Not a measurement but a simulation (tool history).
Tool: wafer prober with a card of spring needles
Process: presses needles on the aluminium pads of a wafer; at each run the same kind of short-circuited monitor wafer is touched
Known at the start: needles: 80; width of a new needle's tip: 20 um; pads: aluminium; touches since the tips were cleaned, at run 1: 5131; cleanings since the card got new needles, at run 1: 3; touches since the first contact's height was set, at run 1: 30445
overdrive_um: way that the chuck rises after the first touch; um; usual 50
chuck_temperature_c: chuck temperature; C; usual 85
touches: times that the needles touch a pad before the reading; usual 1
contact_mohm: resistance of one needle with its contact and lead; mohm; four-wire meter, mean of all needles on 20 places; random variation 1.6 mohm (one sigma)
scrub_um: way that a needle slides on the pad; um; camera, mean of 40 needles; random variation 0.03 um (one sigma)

run,hour,overdrive_um,chuck_temperature_c,touches,touches since the tips were cleaned,cleanings since the card got new needles,touches since the first contact's height was set,contact_mohm,scrub_um
1,0,50,85,1,5131,3,30445,965,13.58
# hour 6.4: tips cleaned on abrasive film
# hour 22.2: tips cleaned on abrasive film
# hour 37.5: tips cleaned on abrasive film
2,38.6,40,85,1,626,6,51434,495,10.78
# hour 50.8: tips cleaned on abrasive film
# hour 66.4: tips cleaned on abrasive film
# hour 79.1: tips cleaned on abrasive film
# hour 94.3: tips cleaned on abrasive film
3,101.7,40,85,1,4023,10,85740,1394,10.69
# hour 108.1: tips cleaned on abrasive film
# hour 123.7: tips cleaned on abrasive film
# hour 139.1: tips cleaned on abrasive film
# hour 153.7: tips cleaned on abrasive film
4,160.7,40,85,1,3817,14,117826,1349,10.61
# hour 167: tips cleaned on abrasive film
# hour 179.7: tips cleaned on abrasive film
# hour 183.1: height of the first contact set anew
# hour 192.7: tips cleaned on abrasive film
# hour 205.3: tips cleaned on abrasive film
# hour 218.4: tips cleaned on abrasive film
5,218.4,40,85,1,0,19,19110,321,10.89
# hour 231: tips cleaned on abrasive film
# hour 246.7: tips cleaned on abrasive film, once more
6,248.9,40,85,1,1188,21,35707,786,10.85
# hour 260.5: tips cleaned on abrasive film
# hour 275.4: tips cleaned on abrasive film
# hour 290.5: tips cleaned on abrasive film
7,299.1,40,85,1,4689,24,63043,1457,10.75
# hour 305.3: tips cleaned on abrasive film
# hour 317.9: tips cleaned on abrasive film
# hour 333.7: tips cleaned on abrasive film
# hour 346.4: tips cleaned on abrasive film
# hour 360.1: tips cleaned on abrasive film
8,360.1,40,85,3,0,29,96184,213,10.64
# hour 375.5: tips cleaned on abrasive film
# hour 391.3: tips cleaned on abrasive film
# hour 405.9: tips cleaned on abrasive film
9,406.6,50,85,1,392,32,121492,421,13.29
# hour 419.3: tips cleaned on abrasive film
# hour 422.7: height of the first contact set anew
# hour 434.7: tips cleaned on abrasive film
# hour 448.5: tips cleaned on abrasive film
10,448.5,50,85,1,0,35,13983,230,13.62
# hour 461.2: tips cleaned on abrasive film
# hour 476.8: tips cleaned on abrasive film
# hour 492.4: tips cleaned on abrasive film
11,493.2,50,85,1,417,38,38288,364,13.57
# hour 507.6: tips cleaned on abrasive film
# hour 523: tips cleaned on abrasive film
# hour 535.7: tips cleaned on abrasive film
12,547,50,85,3,6182,41,67581,500,13.46
# hour 550.2: tips cleaned on abrasive film
# hour 565.9: tips cleaned on abrasive film
# hour 578.6: tips cleaned on abrasive film
# hour 593.5: tips cleaned on abrasive film
13,597.2,50,85,1,2042,45,94880,817,13.35
# hour 606.8: tips cleaned on abrasive film
# hour 619.4: tips cleaned on abrasive film
14,624.6,50,85,1,2834,47,109750,960,13.31
# hour 634.1: tips cleaned on abrasive film
# hour 649.4: tips cleaned on abrasive film
# hour 661.7: height of the first contact set anew
# hour 664.9: tips cleaned on abrasive film
# hour 680: tips cleaned on abrasive film
15,684,50,66,1,2222,51,12122,779,13.68
# hour 693.6: tips cleaned on abrasive film
# hour 706.2: tips cleaned on abrasive film
16,713.4,49,29,1,3907,53,28068,1108,13.31
# hour 719.8: tips cleaned on abrasive film
# hour 734.7: tips cleaned on abrasive film
# hour 750: tips cleaned on abrasive film
# hour 762.7: tips cleaned on abrasive film
17,766.7,49,27,1,2199,57,57046,903,13.24
# hour 776.2: tips cleaned on abrasive film
# hour 791.8: tips cleaned on abrasive film
# hour 804.4: tips cleaned on abrasive film
# hour 819.9: tips cleaned on abrasive film
18,825.5,49,27,1,3084,61,89036,1125,13.13
# hour 834.5: tips cleaned on abrasive film
# hour 847.2: tips cleaned on abrasive film
# hour 862.8: tips cleaned on abrasive film
# hour 875.5: tips cleaned on abrasive film
19,883,40,48,1,4157,65,120309,1720,10.62
# hour 889.4: tips cleaned on abrasive film
# hour 899.1: height of the first contact set anew
# hour 905.3: tips cleaned on abrasive film
# hour 921: tips cleaned on abrasive film
# hour 936.8: tips cleaned on abrasive film
20,937,36,85,1,93,69,20556,340,9.76
# hour 952.3: tips cleaned on abrasive film
# hour 967.6: tips cleaned on abrasive film
# hour 982.9: tips cleaned on abrasive film
21,987.9,60,108,1,2763,72,48267,691,16.31
# hour 997: tips cleaned on abrasive film
# hour 1009.7: tips cleaned on abrasive film
# hour 1025.2: tips cleaned on abrasive film
# hour 1037.9: tips cleaned on abrasive film
22,1044,61,49,1,3364,76,78777,731,16.45
# hour 1053.6: tips cleaned on abrasive film
# hour 1069.2: tips cleaned on abrasive film
# hour 1084.7: tips cleaned on abrasive film
23,1084.7,61,49,1,0,79,100860,197,16.37
# hour 1097.3: tips cleaned on abrasive film
# hour 1110: tips cleaned on abrasive film
# hour 1124.9: tips cleaned on abrasive film
24,1132,61,49,1,3887,82,126606,841,16.28
# hour 1138.4: tips cleaned on abrasive film
# hour 1138.7: height of the first contact set anew
# hour 1151.3: tips cleaned on abrasive film
25,1159.1,61,125,1,4234,84,11113,715,16.68
# hour 1165.4: tips cleaned on abrasive film
# hour 1178.1: tips cleaned on abrasive film
# hour 1193.5: tips cleaned on abrasive film
26,1201.8,61,26,1,4524,87,34330,882,16.61

4 ways to go on from here, each from the tool as it stands after run 26. What would each give?
# hour 1208.1: tips cleaned on abrasive film
# hour 1223.8: tips cleaned on abrasive film
# hour 1236.4: tips cleaned on abrasive film
A,1243.8,65,85,1,4035,90,57186,?,?
# hour 1208.1: tips cleaned on abrasive film
# hour 1223.8: tips cleaned on abrasive film
# hour 1236.4: tips cleaned on abrasive film
B,1243.8,50,85,2,4035,90,57186,?,?
# hour 1208.1: tips cleaned on abrasive film
# hour 1223.8: tips cleaned on abrasive film
# hour 1236.4: tips cleaned on abrasive film
C,1243.8,33,44,1,4035,90,57186,?,?
# hour 1208.1: tips cleaned on abrasive film
# hour 1223.8: tips cleaned on abrasive film
# hour 1236.4: tips cleaned on abrasive film
D,1243.8,47,48,2,4035,90,57186,?,?

run,contact_mohm,scrub_um
A,708,17.65
B,707,13.6
C,2344,8.88
D,812,12.68
Without the tool's hidden state the same runs would have given:
run,contact_mohm,scrub_um
A,156,17.82
B,162,13.77
C,163,9.05
D,155,12.85
